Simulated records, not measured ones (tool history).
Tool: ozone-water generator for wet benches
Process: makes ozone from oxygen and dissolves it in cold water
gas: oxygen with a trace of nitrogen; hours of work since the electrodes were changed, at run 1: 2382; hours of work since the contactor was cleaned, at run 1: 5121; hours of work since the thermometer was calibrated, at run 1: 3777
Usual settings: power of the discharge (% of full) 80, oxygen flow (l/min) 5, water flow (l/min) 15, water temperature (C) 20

run     day  power of the discharge (% of full)  oxygen flow (l/min)  water flow (l/min)  water temperature (C)  hours of work since the electrodes were changed  hours of work since the contactor was cleaned  hours of work since the thermometer was calibrated  dissolved ozone (ppm)  ozone in the gas ahead of the water (g/m3)
  1       0                                  80                    5                  15                     20                                             2382                                           5121                                                3777                     32                                       288.5
  2   2.454                                  80                    5                  15                     20                                             2419                                           5158                                                3814                   32.4                                       287.8
  3   4.771                                  80                    5                  15                     20                                             2453                                           5192                                                3848                   32.3                                       289.9
  4   7.379                                  80                 7.64                  15                     20                                             2492                                           5231                                                3887                   28.9                                       216.4
  5  10.983                                  80                 7.64                  15                     20                                             2546                                           5285                                                3941                   29.2                                       213.5
  6  14.088                                  80                 7.64                  15                     20                                             2592                                           5332                                                3987                   28.9                                       214.2
  7  15.812                                  80                 7.64                  15                     20                                             2618                                           5357                                                4013                   28.9                                       214.6
  8  18.733                                  80                 7.64                  15                     20                                             2662                                           5401                                                4057                     29                                       213.5
  9  22.046                                  80                 7.64                  15                     20                                             2711                                           5450                                                4106                   28.5                                       213.2
 10  24.254                                  80                 7.64                  15                     20                                             2744                                           5483                                                4139                   28.8                                       212.2
 11  25.979                                  80                    5                  15                     22                                             2770                                           5509                                                4165                   31.5                                       287.4
 12  28.883                                  86                    5                  15                     20                                             2813                                           5553                                                4208                   34.7                                       305.1
 13  30.604                                  86                    5                  15                     20                                             2839                                           5578                                                4234                   34.3                                       303.3
 14  33.679                                  86                    5                  15                     20                                             2885                                           5624                                                4280                   34.7                                       305.1
 15   37.35                                  86                    5                  15                     20                                             2940                                           5679                                                4335                   34.4                                       305.5
 16  40.229                                  89                    5                  16                     20                                             2983                                           5722                                                4378                   34.4                                       314.7
 17  43.188                                  48                  2.8                  15                     20                                             3027                                           5766                                                4422                   22.1                                       266.6
 18  46.683                                  40                 5.31                  11                     20                                             3079                                           5818                                                4474                   21.4                                       143.8
 19   48.85                                  40                 5.31                  11                     20                                             3112                                           5851                                                4507                   21.1                                       143.4
 20  51.771                                  80                 6.54                  15                     13                                             3155                                           5894                                                4550                   34.2                                       235.7
 21  55.358                                  80                 6.54                  10                     16                                             3209                                           5948                                                4604                   43.2                                       235.3
 22  59.117                                  80                  3.6                  15                     20                                             3265                                           6004                                                4660                   34.7                                       353.8
 23  62.417                                  80                 3.88                  21                     20                                             3314                                           6053                                                4709                   24.6                                       335.5
 24      66                                  80                 3.88                  21                     20                                             3368                                           6107                                                4763                   24.5                                       336.8
     66.229  -- water thermometer calibrated
 25  68.846                                  80                 3.88                  21                     20                                             3410                                           6149                                                  39                   24.6                                       334.8
 26  71.138                                  80                 3.54                   9                     23                                             3444                                           6183                                                  73                   49.1                                         359
 27  73.429                                  80                 3.54                   9                     23                                             3479                                           6218                                                 108                   48.6                                       359.5
 28  76.525                                  54                 3.54                   9                     26                                             3525                                           6264                                                 154                   32.3                                       249.2

Forecast each of these 4 alternatives for the next run:
  A  79.396                                  54                 7.04                  20                     15                                             3568                                           6307                                                 197                      ?                                           ?
  B  79.396                                  80                 3.82                  14                     12                                             3568                                           6307                                                 197                      ?                                           ?
  C  79.396                                  54                 8.26                   9                     24                                             3568                                           6307                                                 197                      ?                                           ?
  D  79.396                                  85                 3.54                  20                     26                                             3568                                           6307                                                 197                      ?                                           ?

run  dissolved ozone (ppm)  ozone in the gas ahead of the water (g/m3)
  A                   17.9                                       154.5
  B                   40.3                                       338.4
  C                   24.2                                         139
  D                   25.7                                       377.5
Without the tool's hidden state the same runs would have given:
run  dissolved ozone (ppm)  ozone in the gas ahead of the water (g/m3)
  A                   17.9                                         159
  B                   40.3                                       348.4
  C                   24.2                                         143
  D                   25.7                                       388.6
